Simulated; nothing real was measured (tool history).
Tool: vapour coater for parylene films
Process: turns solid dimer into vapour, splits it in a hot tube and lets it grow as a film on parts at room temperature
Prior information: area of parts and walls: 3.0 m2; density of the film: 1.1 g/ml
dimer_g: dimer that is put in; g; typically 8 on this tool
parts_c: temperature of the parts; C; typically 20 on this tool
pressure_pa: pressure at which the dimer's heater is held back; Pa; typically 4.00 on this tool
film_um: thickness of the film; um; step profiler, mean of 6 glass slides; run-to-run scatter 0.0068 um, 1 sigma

run	hour	dimer_g	parts_c	pressure_pa	film_um
1	0.0	8	20	4.00	1.489
2	54.0	8	20	4.00	1.485
3	116.4	8	20	4.00	1.487
4	160.8	8	20	4.00	1.475
5	238.4	8	20	4.00	1.499
6	315.7	8	20	4.00	1.490
7	351.8	8	20	4.00	1.480
8	403.1	8	20	10.11	1.367
9	486.0	8	20	10.11	1.370
10	563.6	8	20	3.38	1.505
11	623.2	8	20	3.38	1.488
# hour 638.7: trap's valve overhauled
12	673.8	8	20	10.20	1.356
13	711.1	8	20	10.20	1.364
14	772.5	8	20	4.00	1.473
15	812.5	8	20	6.04	1.432
16	867.2	8	20	6.04	1.418
17	904.0	8	13	9.68	1.611
18	946.3	8	27	2.51	1.299
19	1011.7	12	30	5.43	1.698
20	1061.0	12	30	5.43	1.695
21	1097.1	12	30	5.43	1.701
22	1144.1	8	17	4.00	1.576
# hour 1171.6: table's thermometer calibrated
23	1182.7	5	20	11.24	0.836
24	1236.7	5	20	11.24	0.840
25	1298.8	10	20	2.26	1.944
# hour 1348.4: trap's valve overhauled
26	1382.2	6	20	4.13	1.080

Expected results for the next run?
# hour 1441.2: gauge calibrated
27	1464.4	4	26	4.27	?

film_um: 0.648 um
Minus the tool's unlogged condition, the same run would have read film_um 0.649 um.
